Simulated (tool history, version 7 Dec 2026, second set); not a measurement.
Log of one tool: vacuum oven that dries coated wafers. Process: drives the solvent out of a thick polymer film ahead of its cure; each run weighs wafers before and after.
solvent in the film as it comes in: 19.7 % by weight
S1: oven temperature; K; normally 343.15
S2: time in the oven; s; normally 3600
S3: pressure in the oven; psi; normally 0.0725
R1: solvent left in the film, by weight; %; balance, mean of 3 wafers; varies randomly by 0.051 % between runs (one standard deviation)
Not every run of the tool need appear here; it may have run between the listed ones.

run	day	S1	S2	S3	R1
1	0.000	343.15	3600	0.0725	2.18
2	1.688	343.15	3600	0.0725	2.16
3	3.254	343.15	3600	0.0725	2.19
4	4.633	343.15	3600	0.0725	2.12
5	6.529	343.15	3600	0.0725	2.12
6	8.458	343.15	3600	0.0725	2.17
7	10.354	343.15	3600	0.0725	2.15
8	12.000	343.15	3600	0.0725	2.13
# day 12.425: oven's thermocouples calibrated
9	14.033	343.15	3600	0.0725	2.15
10	15.762	343.15	4620	0.0725	1.57
11	17.742	343.15	3780	0.0725	2.05
12	19.133	343.15	3780	0.0725	2.01
13	20.171	343.15	3300	0.0725	2.48
14	21.983	343.15	3300	0.0725	2.48
15	24.067	343.15	3600	0.0548	1.93
16	25.842	343.15	3600	0.0548	2.02
17	27.375	343.15	3600	0.0548	1.95
18	28.542	343.15	3600	0.0548	2.03
19	29.417	343.15	3600	0.0548	1.91
20	31.367	348.15	4080	0.0725	1.02
21	32.558	346.15	3600	0.0664	1.33
22	33.504	347.15	3600	0.1043	1.64

Run 23 has not been measured yet. What should we expect?
23	34.954	334.15	5940	0.1481	?

{"run 23": {"R1": 4.58}}
With no hidden state in the tool, this same run would have given R1 4.57 %.

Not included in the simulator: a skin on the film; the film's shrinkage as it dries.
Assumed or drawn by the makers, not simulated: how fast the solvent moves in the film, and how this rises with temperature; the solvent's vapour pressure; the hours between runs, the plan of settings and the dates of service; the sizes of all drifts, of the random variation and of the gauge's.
